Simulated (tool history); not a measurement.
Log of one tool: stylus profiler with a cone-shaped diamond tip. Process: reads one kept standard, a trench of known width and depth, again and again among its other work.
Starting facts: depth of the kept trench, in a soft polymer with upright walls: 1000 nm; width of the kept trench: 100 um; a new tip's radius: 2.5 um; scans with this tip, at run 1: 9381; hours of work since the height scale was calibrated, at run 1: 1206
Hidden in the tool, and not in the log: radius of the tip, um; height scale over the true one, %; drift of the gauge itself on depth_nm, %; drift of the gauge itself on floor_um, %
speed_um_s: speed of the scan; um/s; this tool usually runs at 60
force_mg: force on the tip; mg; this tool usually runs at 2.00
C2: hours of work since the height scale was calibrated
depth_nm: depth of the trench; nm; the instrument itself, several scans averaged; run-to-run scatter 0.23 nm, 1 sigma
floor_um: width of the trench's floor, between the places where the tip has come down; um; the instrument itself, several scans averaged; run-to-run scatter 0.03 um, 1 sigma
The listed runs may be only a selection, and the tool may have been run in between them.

Run 1, hour 0.0: usual settings; scans with this tip 9381; C2 1206. Result: depth_nm 1007.16 nm, floor_um 94.93 um.
Run 2, hour 34.0: usual settings; scans with this tip 9552; C2 1228. Result: depth_nm 1007.04 nm, floor_um 94.97 um.
Run 3, hour 85.3: usual settings; scans with this tip 9812; C2 1261. Result: depth_nm 1007.17 nm, floor_um 94.90 um.
Run 4, hour 153.4: usual settings; scans with this tip 10155; C2 1305. Result: depth_nm 1006.97 nm, floor_um 94.83 um.
Run 5, hour 206.5: usual settings; scans with this tip 10424; C2 1340. Result: depth_nm 1007.06 nm, floor_um 94.88 um.
Run 6, hour 240.7: usual settings but force_mg 2.73 mg; scans with this tip 10596; C2 1362. Result: depth_nm 1009.28 nm, floor_um 94.87 um.
Run 7, hour 307.2: usual settings but force_mg 2.73 mg; scans with this tip 10932; C2 1405. Result: depth_nm 1008.99 nm, floor_um 94.81 um.
Run 8, hour 338.9: usual settings; scans with this tip 11092; C2 1426. Result: depth_nm 1006.64 nm, floor_um 94.79 um.
Run 9, hour 388.4: usual settings; scans with this tip 11342; C2 1458. Result: depth_nm 1006.84 nm, floor_um 94.77 um.
Run 10, hour 436.4: usual settings; scans with this tip 11585; C2 1489. Result: depth_nm 1006.33 nm, floor_um 94.77 um.
Run 11, hour 494.5: usual settings; scans with this tip 11878; C2 1527. Result: depth_nm 1006.05 nm, floor_um 94.73 um.
Run 12, hour 555.0: usual settings; scans with this tip 12183; C2 1566. Result: depth_nm 1006.27 nm, floor_um 94.73 um.
Run 13, hour 587.7: usual settings but force_mg 5.61 mg; scans with this tip 12349; C2 1587. Result: depth_nm 1016.02 nm, floor_um 94.71 um.
Run 14, hour 661.0: usual settings but speed_um_s 75 um/s; scans with this tip 12719; C2 1635. Result: depth_nm 1006.15 nm, floor_um 94.70 um.
At hour 666.3: height scale calibrated on a step standard.
Run 15, hour 732.0: usual settings but speed_um_s 75 um/s; scans with this tip 13075; C2 43. Result: depth_nm 1005.31 nm, floor_um 94.67 um.
Run 16, hour 800.0: usual settings but speed_um_s 75 um/s; scans with this tip 13418; C2 87. Result: depth_nm 1005.27 nm, floor_um 94.58 um.
At hour 811.1: height scale calibrated on a step standard, once more.
Run 17, hour 874.8: usual settings but speed_um_s 75 um/s; scans with this tip 13793; C2 41. Result: depth_nm 1010.18 nm, floor_um 94.57 um.
Run 18, hour 940.7: usual settings but speed_um_s 16 um/s, force_mg 4.99 mg; scans with this tip 14126; C2 84. Result: depth_nm 1018.02 nm, floor_um 94.69 um.
Run 19, hour 1007.3: usual settings but speed_um_s 16 um/s, force_mg 4.99 mg; scans with this tip 14462; C2 127. Result: depth_nm 1017.88 nm, floor_um 94.68 um.
Run 20, hour 1049.5: usual settings but speed_um_s 16 um/s, force_mg 4.99 mg; scans with this tip 14676; C2 155. Result: depth_nm 1017.76 nm, floor_um 94.66 um.
Run 21, hour 1096.9: usual settings but speed_um_s 22 um/s, force_mg 0.99 mg; scans with this tip 14915; C2 185. Result: depth_nm 1006.39 nm, floor_um 94.55 um.
Run 22, hour 1160.4: usual settings but speed_um_s 22 um/s, force_mg 0.99 mg; scans with this tip 15236; C2 227. Result: depth_nm 1005.81 nm, floor_um 94.53 um.
Run 23, hour 1222.2: usual settings but speed_um_s 22 um/s, force_mg 0.99 mg; scans with this tip 15548; C2 267. Result: depth_nm 1006.03 nm, floor_um 94.53 um.
Run 24, hour 1268.9: usual settings but speed_um_s 22 um/s, force_mg 0.99 mg; scans with this tip 15784; C2 297. Result: depth_nm 1005.55 nm, floor_um 94.55 um.
Run 25, hour 1322.3: usual settings but speed_um_s 22 um/s, force_mg 3.51 mg; scans with this tip 16053; C2 332. Result: depth_nm 1013.66 nm, floor_um 94.51 um.
Run 26, hour 1357.3: usual settings but speed_um_s 224 um/s, force_mg 0.83 mg; scans with this tip 16230; C2 355. Result: depth_nm 1004.53 nm, floor_um 93.93 um.
Run 27, hour 1421.2: usual settings but speed_um_s 16 um/s, force_mg 5.51 mg; scans with this tip 16553; C2 396. Result: depth_nm 1018.61 nm, floor_um 94.47 um.
Run 28, hour 1491.4: usual settings but speed_um_s 141 um/s, force_mg 1.70 mg; scans with this tip 16907; C2 442. Result: depth_nm 1007.59 nm, floor_um 94.18 um.
Run 29, hour 1530.7: usual settings but speed_um_s 190 um/s, force_mg 4.07 mg; scans with this tip 17106; C2 467. Result: depth_nm 1014.74 nm, floor_um 94.25 um.
Run 30, hour 1591.1: usual settings but force_mg 1.38 mg; scans with this tip 17411; C2 506. Result: depth_nm 1006.67 nm, floor_um 94.28 um.
Run 31, hour 1660.9: usual settings but speed_um_s 17 um/s, force_mg 1.38 mg; scans with this tip 17763; C2 552. Result: depth_nm 1006.32 nm, floor_um 94.43 um.

Measured result minus the same run's result without the hidden state. Both carry the same run-to-run variation, though not necessarily the same gauge scatter:
run  depth_nm  floor_um
  1     -2.62     -0.94
  2     -2.68     -0.96
  3     -2.75     -0.98
  4     -2.86     -1.00
  5     -2.94     -1.02
  6     -2.99     -1.03
  7     -3.11     -1.06
  8     -3.16     -1.07
  9     -3.23     -1.09
 10     -3.31     -1.11
 11     -3.39     -1.13
 12     -3.49     -1.15
 13     -3.58     -1.17
 14     -3.64     -1.19
 15     -4.81     -1.22
 16     -4.92     -1.25
 17     +0.01     -1.28
 18     -0.09     -1.31
 19     -0.19     -1.33
 20     -0.26     -1.35
 21     -0.34     -1.37
 22     -0.44     -1.38
 23     -0.54     -1.41
 24     -0.61     -1.43
 25     -0.71     -1.44
 26     -0.76     -1.45
 27     -0.88     -1.48
 28     -0.99     -1.51
 29     -1.07     -1.52
 30     -1.15     -1.54
 31     -1.26     -1.57
